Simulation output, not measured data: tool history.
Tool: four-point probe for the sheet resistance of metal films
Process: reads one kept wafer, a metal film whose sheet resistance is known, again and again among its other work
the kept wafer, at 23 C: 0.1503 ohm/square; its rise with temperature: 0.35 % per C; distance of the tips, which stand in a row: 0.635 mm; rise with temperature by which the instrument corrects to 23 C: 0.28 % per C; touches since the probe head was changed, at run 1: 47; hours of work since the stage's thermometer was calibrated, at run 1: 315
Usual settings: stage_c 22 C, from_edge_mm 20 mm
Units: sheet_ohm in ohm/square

run    hour  stage_c  from_edge_mm  touches since the probe head was changed  hours of work since the stage's thermometer was calibrated  sheet_ohm
  1     0.0       22            20                                        47                                                         315   0.150929
  2    72.0       22            51                                      1454                                                         363   0.150849
  3   143.6       22            20                                      2853                                                         410   0.150895
  4   191.0       22            20                                      3779                                                         442   0.150905
  5   266.4       23            20                                      5253                                                         492   0.150963
  6   329.7       23            20                                      6489                                                         534   0.150930
  7   414.5       22            20                                      8147                                                         590   0.150819
  8   479.3       18            20                                      9412                                                         633   0.150316
  9   529.3       18            20                                     10390                                                         666   0.150380
 10   646.4       18            20                                     12678                                                         744   0.150259
 11   711.4       22            20                                     13949                                                         787   0.150633
 12   790.9       22            20                                     15503                                                         840   0.150672
 13   843.2       22            20                                     16523                                                         875   0.150616
 14   901.0       34            20                                     17654                                                         913   0.151811
 15  1000.2       34            11                                     19593                                                         979   0.151998
 16  1095.2       34            11                                     21448                                                        1042   0.151915
 17  1188.5       34            11                                     23272                                                        1104   0.151863
 18  1247.0       24             7                                     24414                                                        1143   0.151279
 19  1319.7       24             7                                     25835                                                        1191   0.151208
 20  1385.9       24             7                                     27129                                                        1235   0.151162
 21  1493.1       30            11                                     29223                                                        1306   0.151320
 22  1592.2       23            45                                     31160                                                        1372   0.150317
 23  1656.3       29            16                                     32412                                                        1414   0.150946
 24  1765.0       22             4                                     34536                                                        1486   0.152085
 25  1818.6       22            29                                     35585                                                        1522   0.150113
 26  1911.9       22            16                                     37408                                                        1584   0.150169
 27  2008.9       27             5                                     39303                                                        1648   0.151814
 28  2090.7       27            59                                     40902                                                        1703   0.150522
 29  2161.7       27            59                                     42288                                                        1750   0.150493
 30  2238.5       30            40                                     43791                                                        1801   0.150721
 31  2314.0       20            13                                     45266                                                        1851   0.149840
 32  2405.3       20            13                                     47049                                                        1911   0.149767
 33  2521.5       22            28                                     49319                                                        1989   0.149802

4 ways to go on from here, each from the tool as it stands after run 33. What would each give?
  A  2580.0       18            12                                     50464                                                        2027          ?
  B  2580.0       27            26                                     50464                                                        2027          ?
  C  2580.0       27             9                                     50464                                                        2027          ?
  D  2580.0       28            28                                     50464                                                        2027          ?

run  sheet_ohm
  A   0.149531
  B   0.150287
  C   0.150689
  D   0.150456
Without the tool's hidden state the same runs would have given:
run  sheet_ohm
  A   0.149984
  B   0.150746
  C   0.151150
  D   0.150916
